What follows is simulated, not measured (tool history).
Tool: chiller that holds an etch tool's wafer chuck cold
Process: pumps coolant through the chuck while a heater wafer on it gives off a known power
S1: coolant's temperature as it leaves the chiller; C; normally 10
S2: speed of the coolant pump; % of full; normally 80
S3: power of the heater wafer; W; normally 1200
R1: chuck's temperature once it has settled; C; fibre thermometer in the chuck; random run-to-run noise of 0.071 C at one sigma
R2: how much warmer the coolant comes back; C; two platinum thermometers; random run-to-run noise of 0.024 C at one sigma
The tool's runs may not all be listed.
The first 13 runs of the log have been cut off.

| run | hour | S1 | S2 | S3 | R1 | R2 |
|---|---|---|---|---|---|---|
|  | 829.2 | coolant changed, channels flushed |
| 14 | 847.5 | 10 | 74 | 1200 | 23.81 | 4.75 |
| 15 | 885.4 | 10 | 68 | 1200 | 24.68 | 5.25 |
| 16 | 929.5 | 10 | 68 | 1200 | 24.56 | 5.26 |
| 17 | 969.4 | 10 | 68 | 1621 | 29.94 | 7.13 |
| 18 | 1035.5 | 10 | 68 | 1621 | 29.80 | 7.14 |
| 19 | 1085.7 | 10 | 80 | 1200 | 23.02 | 4.38 |
| 20 | 1176.7 | 17 | 82 | 1415 | 32.11 | 5.03 |
| 21 | 1261.6 | 1 | 80 | 1622 | 18.72 | 5.91 |
| 22 | 1333.4 | 8 | 91 | 1200 | 19.88 | 3.82 |
|  | 1373.8 | chiller's thermometer calibrated |
| 23 | 1416.5 | 12 | 91 | 1200 | 24.08 | 3.80 |
| 24 | 1462.5 | 5 | 80 | 784 | 13.69 | 2.86 |
| 25 | 1530.1 | 5 | 80 | 784 | 13.60 | 2.84 |
| 26 | 1609.9 | 3 | 80 | 1389 | 18.39 | 5.07 |
| 27 | 1682.3 | 9 | 64 | 1598 | 29.73 | 7.56 |
| 28 | 1725.5 | 9 | 64 | 1598 | 29.86 | 7.58 |
| 29 | 1808.6 | 9 | 64 | 1598 | 29.94 | 7.59 |

Run 30 has not been measured yet. What should we expect?
| 30 | 1851.5 | 16 | 64 | 1598 | ? | ? |

{"run 30": {"R1": 36.85, "R2": 7.63}}
With the hidden condition absent and the run-to-run variation left alone, this run would have shown R1 36.07 C, R2 7.30 C.

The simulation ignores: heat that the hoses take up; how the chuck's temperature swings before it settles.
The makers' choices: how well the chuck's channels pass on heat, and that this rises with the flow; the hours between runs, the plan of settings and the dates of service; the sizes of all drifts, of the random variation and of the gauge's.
